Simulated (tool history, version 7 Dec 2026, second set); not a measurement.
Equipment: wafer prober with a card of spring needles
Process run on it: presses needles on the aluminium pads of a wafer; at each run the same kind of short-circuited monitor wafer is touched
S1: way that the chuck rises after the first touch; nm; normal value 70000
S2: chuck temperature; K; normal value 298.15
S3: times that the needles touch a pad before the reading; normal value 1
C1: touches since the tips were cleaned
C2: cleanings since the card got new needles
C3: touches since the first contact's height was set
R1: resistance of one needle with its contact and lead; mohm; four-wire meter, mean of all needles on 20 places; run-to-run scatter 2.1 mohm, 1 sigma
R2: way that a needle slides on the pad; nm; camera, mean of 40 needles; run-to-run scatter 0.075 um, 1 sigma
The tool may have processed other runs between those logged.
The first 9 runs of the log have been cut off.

run,hour,S1,S2,S3,C1,C2,C3,R1,R2
10,82.4,70000,334.15,1,2695,35,119172,236,14480
# hour 83.4: tips cleaned on abrasive film
11,94.2,70000,334.15,1,2673,36,122055,237,14620
# hour 95.1: tips cleaned on abrasive film
12,102.6,70000,334.15,1,1839,37,124094,235,14720
# hour 107.3: tips cleaned on abrasive film
13,109.0,70000,334.15,1,434,38,125657,239,14570
14,115.7,70000,334.15,1,2091,38,127314,236,14530
# hour 119.1: tips cleaned on abrasive film
15,122.0,70000,334.15,1,721,39,128827,236,14650
16,130.6,70000,334.15,1,2838,39,130944,233,14480
# hour 131.6: tips cleaned on abrasive film
17,140.7,70000,334.15,1,2262,40,133428,236,14690
# hour 143.3: tips cleaned on abrasive film
18,146.8,68000,363.15,1,884,41,134907,241,14160
# hour 155.3: tips cleaned on abrasive film
19,155.6,77000,318.15,2,60,42,137032,232,16060

What does the tool deliver on the next run?
20,164.4,79000,313.15,2,2233,42,139205,?,?

{"run 20": {"R1": 226, "R2": 16610}}
Minus the tool's unlogged condition, the same run would have read R1 225 mohm, R2 16320 nm.
